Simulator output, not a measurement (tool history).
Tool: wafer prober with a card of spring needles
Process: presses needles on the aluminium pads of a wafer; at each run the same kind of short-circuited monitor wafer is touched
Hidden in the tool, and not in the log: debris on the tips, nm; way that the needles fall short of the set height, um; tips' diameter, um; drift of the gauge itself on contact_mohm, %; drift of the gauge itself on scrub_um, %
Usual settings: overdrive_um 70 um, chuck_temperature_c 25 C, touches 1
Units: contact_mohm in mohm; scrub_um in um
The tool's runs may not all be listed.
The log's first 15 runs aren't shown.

run   hour  overdrive_um  chuck_temperature_c  touches  touches since the tips were cleaned  cleanings since the card got new needles  touches since the first contact's height was set  contact_mohm  scrub_um
     124.2  -- tips cleaned on abrasive film
 16  124.3            70                   25        1                                   81                                        27                                             53078           238     11.58
 17  131.8            66                   68        2                                 4922                                        27                                             57919           282     10.92
     136.0  -- tips cleaned on abrasive film
 18  138.2            66                   68        1                                 1395                                        28                                             62045           279     10.85
     148.5  -- tips cleaned on abrasive film
 19  148.8            66                  113        1                                  183                                        29                                             68900           267     10.90
     160.8  -- tips cleaned on abrasive film
 20  160.8            66                  113        1                                   19                                        30                                             76636           264     10.88
 21  168.7            70                   95        1                                 5190                                        30                                             81807           312     11.53
     172.8  -- tips cleaned on abrasive film
 22  179.5            52                   42        3                                 4377                                        31                                             88751           283      8.57
     184.6  -- tips cleaned on abrasive film
 23  186.3            70                   25        1                                 1158                                        32                                             93124           258     11.54
     196.5  -- tips cleaned on abrasive film
 24  196.5            79                   25        2                                    0                                        33                                             99646           232     13.04
 25  206.2            84                   25        2                                 6337                                        33                                            105983           265     13.88
     208.6  -- tips cleaned on abrasive film
 26  217.9            70                   27        1                                 6025                                        34                                            113547           304     11.56
     220.7  -- tips cleaned on abrasive film
 27  226.7            58                   27        1                                 3892                                        35                                            119189           319      9.51
     232.9  -- tips cleaned on abrasive film
 28  232.9            58                   31        2                                    0                                        36                                            123152           242      9.54
 29  238.9            56                   25        2                                 3953                                        36                                            127105           289      9.21
     245.1  -- tips cleaned on abrasive film
 30  245.9            56                   25        2                                  539                                        37                                            131601           256      9.16
 31  253.9            50                   77        1                                 5691                                        37                                            136753           376      8.19
     257.1  -- tips cleaned on abrasive film
 32  261.4            78                   60        2                                 2793                                        38                                            141608           262     12.86

5 ways to go on from here, each from the tool as it stands after run 32. What would each give?
     268.9  -- tips cleaned on abrasive film
  A  270.4            78                   62        2                                 1006                                        39                                            147421             ?         ?
     268.9  -- tips cleaned on abrasive film
  B  270.4            70                  120        1                                 1006                                        39                                            147421             ?         ?
     268.9  -- tips cleaned on abrasive film
  C  270.4            56                  105        1                                 1006                                        39                                            147421             ?         ?
     268.9  -- tips cleaned on abrasive film
  D  270.4            68                   60        2                                 1006                                        39                                            147421             ?         ?
     268.9  -- tips cleaned on abrasive film
  E  270.4            61                   69        2                                 1006                                        39                                            147421             ?         ?

run  contact_mohm  scrub_um
  A           254     12.79
  B           280     11.50
  C           294      9.11
  D           261     11.14
  E           266     10.02
Without the tool's hidden state the same runs would have given:
run  contact_mohm  scrub_um
  A           241     12.95
  B           256     11.66
  C           259      9.26
  D           244     11.30
  E           247     10.18
